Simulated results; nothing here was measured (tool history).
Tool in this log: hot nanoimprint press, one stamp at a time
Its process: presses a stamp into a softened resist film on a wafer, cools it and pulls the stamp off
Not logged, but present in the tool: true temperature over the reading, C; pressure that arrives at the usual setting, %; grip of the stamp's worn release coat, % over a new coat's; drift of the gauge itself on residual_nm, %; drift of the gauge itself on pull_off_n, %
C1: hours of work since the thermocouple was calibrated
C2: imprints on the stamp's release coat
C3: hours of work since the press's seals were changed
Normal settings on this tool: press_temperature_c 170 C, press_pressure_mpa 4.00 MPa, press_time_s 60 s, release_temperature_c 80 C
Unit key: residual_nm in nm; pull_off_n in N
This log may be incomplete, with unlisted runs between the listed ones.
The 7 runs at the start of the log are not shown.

run 8 day=3.729 | press_temperature_c=170 press_pressure_mpa=4.00 press_time_s=60 release_temperature_c=80 | C1=108 C2=666 C3=324 | residual_nm=181.3 pull_off_n=263
run 9 day=4.317 | press_temperature_c=170 press_pressure_mpa=4.00 press_time_s=60 release_temperature_c=80 | C1=119 C2=751 C3=335 | residual_nm=182.1 pull_off_n=280
run 10 day=5.067 | press_temperature_c=170 press_pressure_mpa=4.00 press_time_s=60 release_temperature_c=80 | C1=133 C2=859 C3=349 | residual_nm=183.7 pull_off_n=279
run 11 day=5.450 | press_temperature_c=169 press_pressure_mpa=4.00 press_time_s=60 release_temperature_c=80 | C1=141 C2=915 C3=356 | residual_nm=189.3 pull_off_n=283
run 12 day=5.829 | press_temperature_c=169 press_pressure_mpa=4.00 press_time_s=60 release_temperature_c=80 | C1=148 C2=969 C3=363 | residual_nm=187.2 pull_off_n=288
run 13 day=6.596 | press_temperature_c=169 press_pressure_mpa=4.00 press_time_s=60 release_temperature_c=80 | C1=162 C2=1080 C3=378 | residual_nm=188.6 pull_off_n=297
run 14 day=7.192 | press_temperature_c=169 press_pressure_mpa=4.00 press_time_s=60 release_temperature_c=80 | C1=174 C2=1167 C3=389 | residual_nm=186.7 pull_off_n=289
run 15 day=7.575 | press_temperature_c=169 press_pressure_mpa=4.00 press_time_s=60 release_temperature_c=80 | C1=181 C2=1222 C3=397 | residual_nm=187.6 pull_off_n=295
run 16 day=8.183 | press_temperature_c=173 press_pressure_mpa=5.55 press_time_s=49 release_temperature_c=66 | C1=193 C2=1310 C3=408 | residual_nm=147.6 pull_off_n=352
run 17 day=9.012 | press_temperature_c=170 press_pressure_mpa=2.80 press_time_s=78 release_temperature_c=70 | C1=208 C2=1430 C3=424 | residual_nm=198.7 pull_off_n=346
run 18 day=9.492 | press_temperature_c=170 press_pressure_mpa=3.41 press_time_s=60 release_temperature_c=78 | C1=217 C2=1499 C3=433 | residual_nm=195.6 pull_off_n=314
run 19 day=10.083 | press_temperature_c=170 press_pressure_mpa=4.00 press_time_s=60 release_temperature_c=75 | C1=229 C2=1584 C3=444 | residual_nm=180.3 pull_off_n=339
-- day=11.046 stamp cleaned and given a new release coat
run 20 day=11.158 | press_temperature_c=170 press_pressure_mpa=4.00 press_time_s=60 release_temperature_c=75 | C1=244 C2=16 C3=460 | residual_nm=181.1 pull_off_n=242
run 21 day=11.867 | press_temperature_c=170 press_pressure_mpa=5.80 press_time_s=52 release_temperature_c=80 | C1=258 C2=118 C3=473 | residual_nm=153.4 pull_off_n=238
run 22 day=12.338 | press_temperature_c=160 press_pressure_mpa=5.80 press_time_s=83 release_temperature_c=75 | C1=267 C2=186 C3=482 | residual_nm=187.8 pull_off_n=250
run 23 day=12.750 | press_temperature_c=170 press_pressure_mpa=4.00 press_time_s=60 release_temperature_c=83 | C1=275 C2=246 C3=490 | residual_nm=177.8 pull_off_n=225
run 24 day=13.558 | press_temperature_c=170 press_pressure_mpa=4.00 press_time_s=114 release_temperature_c=80 | C1=290 C2=363 C3=505 | residual_nm=141.3 pull_off_n=248
run 25 day=14.262 | press_temperature_c=170 press_pressure_mpa=4.64 press_time_s=60 release_temperature_c=80 | C1=303 C2=465 C3=519 | residual_nm=166.1 pull_off_n=246
run 26 day=14.812 | press_temperature_c=168 press_pressure_mpa=4.64 press_time_s=61 release_temperature_c=83 | C1=314 C2=544 C3=529 | residual_nm=178.5 pull_off_n=247
run 27 day=15.621 | press_temperature_c=170 press_pressure_mpa=4.21 press_time_s=97 release_temperature_c=80 | C1=329 C2=661 C3=545 | residual_nm=145.9 pull_off_n=271
run 28 day=16.133 | press_temperature_c=170 press_pressure_mpa=4.21 press_time_s=97 release_temperature_c=84 | C1=339 C2=735 C3=554 | residual_nm=144.3 pull_off_n=252
run 29 day=16.729 | press_temperature_c=170 press_pressure_mpa=4.21 press_time_s=97 release_temperature_c=84 | C1=350 C2=821 C3=566 | residual_nm=144.4 pull_off_n=250
run 30 day=17.371 | press_temperature_c=172 press_pressure_mpa=4.00 press_time_s=39 release_temperature_c=68 | C1=362 C2=914 C3=578 | residual_nm=196.4 pull_off_n=309

3 options for the next run, each taken on its own from the tool as it stands now. Forecast them:
run A day=18.183 | press_temperature_c=170 press_pressure_mpa=4.00 press_time_s=35 release_temperature_c=80 | C1=378 C2=1031 C3=593 | residual_nm=? pull_off_n=?
run B day=18.183 | press_temperature_c=170 press_pressure_mpa=5.96 press_time_s=60 release_temperature_c=80 | C1=378 C2=1031 C3=593 | residual_nm=? pull_off_n=?
run C day=18.183 | press_temperature_c=174 press_pressure_mpa=4.00 press_time_s=39 release_temperature_c=75 | C1=378 C2=1031 C3=593 | residual_nm=? pull_off_n=?

run=A residual_nm=215.3 pull_off_n=267
run=B residual_nm=143.5 pull_off_n=278
run=C residual_nm=182.7 pull_off_n=300
Stripped of hidden state, with their random variation kept, the same runs would have yielded:
run=A residual_nm=221.6 pull_off_n=217
run=B residual_nm=146.1 pull_off_n=226
run=C residual_nm=187.6 pull_off_n=243

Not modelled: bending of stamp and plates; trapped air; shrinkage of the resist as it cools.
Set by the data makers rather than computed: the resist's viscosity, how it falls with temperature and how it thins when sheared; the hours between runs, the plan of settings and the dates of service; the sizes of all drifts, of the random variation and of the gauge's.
